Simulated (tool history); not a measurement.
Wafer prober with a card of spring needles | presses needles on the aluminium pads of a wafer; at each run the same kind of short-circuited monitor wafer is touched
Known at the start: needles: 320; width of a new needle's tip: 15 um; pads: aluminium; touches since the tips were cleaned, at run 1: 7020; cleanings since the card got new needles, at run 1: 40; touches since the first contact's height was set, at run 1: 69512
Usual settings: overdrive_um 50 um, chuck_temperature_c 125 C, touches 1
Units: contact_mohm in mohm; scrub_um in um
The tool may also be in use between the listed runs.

run	hour	overdrive_um	chuck_temperature_c	touches	touches since the tips were cleaned	cleanings since the card got new needles	touches since the first contact's height was set	contact_mohm	scrub_um
1	0.0	50	125	1	7020	40	69512	286	13.82
# hour 1.3: tips cleaned on abrasive film
2	8.6	50	125	1	4140	41	74327	289	13.75
# hour 15.6: tips cleaned on abrasive film
3	21.4	50	125	1	3288	42	81459	284	13.75
# hour 30.3: tips cleaned on abrasive film
4	36.6	50	125	1	3553	43	89973	284	13.79
# hour 41.1: height of the first contact set anew
# hour 44.2: tips cleaned on abrasive film
5	47.1	50	125	1	1624	44	3323	287	13.77
# hour 58.1: tips cleaned on abrasive film
6	63.1	50	125	1	2865	45	12320	285	13.81
# hour 71.7: tips cleaned on abrasive film
7	74.6	42	74	1	1628	46	18698	277	11.60
# hour 85.5: tips cleaned on abrasive film
8	86.6	50	84	1	620	47	25407	273	13.81
9	94.4	53	36	2	5044	47	29831	264	14.66
# hour 99.4: tips cleaned on abrasive film
10	110.5	60	121	2	6261	48	38826	286	16.57
# hour 114.1: tips cleaned on abrasive film
11	118.3	60	49	2	2347	49	43155	264	16.56

3 ways to go on from here, each from the tool as it stands after run 11. What would each give?
# hour 129.0: tips cleaned on abrasive film
A	130.8	37	28	3	1035	50	50160	?	?
# hour 129.0: tips cleaned on abrasive film
B	130.8	50	123	1	1035	50	50160	?	?
# hour 129.0: tips cleaned on abrasive film
C	130.8	33	49	2	1035	50	50160	?	?

run	contact_mohm	scrub_um
A	265	10.22
B	286	13.77
C	274	9.11
Without the tool's hidden state the same runs would have given:
run	contact_mohm	scrub_um
A	265	10.22
B	286	13.77
C	274	9.11

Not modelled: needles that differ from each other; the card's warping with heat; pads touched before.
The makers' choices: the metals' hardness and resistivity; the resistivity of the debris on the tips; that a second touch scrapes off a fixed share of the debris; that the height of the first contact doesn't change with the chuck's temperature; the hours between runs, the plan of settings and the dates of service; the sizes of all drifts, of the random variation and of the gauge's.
